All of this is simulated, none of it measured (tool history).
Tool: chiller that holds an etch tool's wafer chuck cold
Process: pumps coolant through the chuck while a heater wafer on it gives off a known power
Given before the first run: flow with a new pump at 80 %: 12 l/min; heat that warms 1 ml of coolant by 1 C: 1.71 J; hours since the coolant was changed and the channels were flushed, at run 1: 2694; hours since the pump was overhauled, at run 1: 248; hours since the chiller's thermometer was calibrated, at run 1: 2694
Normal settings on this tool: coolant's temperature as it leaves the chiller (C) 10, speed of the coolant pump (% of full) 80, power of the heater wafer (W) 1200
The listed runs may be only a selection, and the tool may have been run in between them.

run,day,coolant's temperature as it leaves the chiller (C),speed of the coolant pump (% of full),power of the heater wafer (W),hours since the coolant was changed and the channels were flushed,hours since the pump was overhauled,hours since the chiller's thermometer was calibrated,chuck's temperature once it has settled (C),how much warmer the coolant comes back (C)
1,0,10,80,1200,2694,248,2694,18.9,3.52
2,1.025,10,80,1200,2719,273,2719,19,3.57
# day 1.621: chiller's thermometer calibrated
3,2.033,10,80,1200,2742,296,10,19,3.48
# day 2.946: coolant changed, channels flushed
4,3.571,10,80,949,15,327,41,16.3,2.84
5,5.042,10,80,949,50,362,76,16.3,2.77
6,6.042,10,80,949,74,386,100,16.4,2.84
7,7.738,10,80,949,115,427,141,16.3,2.86
8,9.104,10,80,949,148,460,174,16.4,2.81
9,10.067,10,80,949,171,483,197,16.3,2.84
10,11.504,10,80,949,205,518,231,16.3,2.86
11,12.767,10,80,724,236,548,261,14.9,2.16
12,14.45,10,80,724,276,588,302,14.7,2.19
13,15.417,10,80,1473,299,611,325,20.1,4.47
14,17.188,10,80,1473,342,654,368,20.2,4.45
15,18.254,10,80,1613,367,680,393,21.2,4.85
16,19.208,6,100,669,390,702,416,9.6,1.55
17,20.842,20,80,1200,429,742,455,28.2,3.6
18,22.296,20,80,1200,464,777,490,28.3,3.55
19,23.917,12,97,658,503,815,529,15.5,1.63
20,25.383,7,95,743,538,851,564,11.1,1.87
21,26.971,1,95,1281,577,889,602,8.4,3.2
22,27.858,5,80,1187,598,910,624,13.2,3.57
23,29.767,18,61,1200,644,956,669,29,4.91
24,31.071,10,80,706,675,987,701,14.8,2.17
25,32.475,10,80,706,709,1021,734,14.8,2.13
26,33.904,15,100,1251,743,1055,769,21.7,2.93
27,35.558,19,69,1529,783,1095,808,31.7,5.47
28,37.2,4,87,670,822,1134,848,8,1.8

Each row is a separate what-if for the run after 28, all from the same tool condition, not one after another. Results?
A,38.025,19,85,955,842,1154,868,?,?
B,38.025,7,98,941,842,1154,868,?,?
C,38.025,10,64,1200,842,1154,868,?,?

run,chuck's temperature once it has settled (C),how much warmer the coolant comes back (C)
A,25.2,2.74
B,12.2,2.3
C,20.7,4.68
Without the tool's unlogged condition, the same runs would have read:
run,chuck's temperature once it has settled (C),how much warmer the coolant comes back (C)
A,24.9,2.64
B,12,2.21
C,20.1,4.5
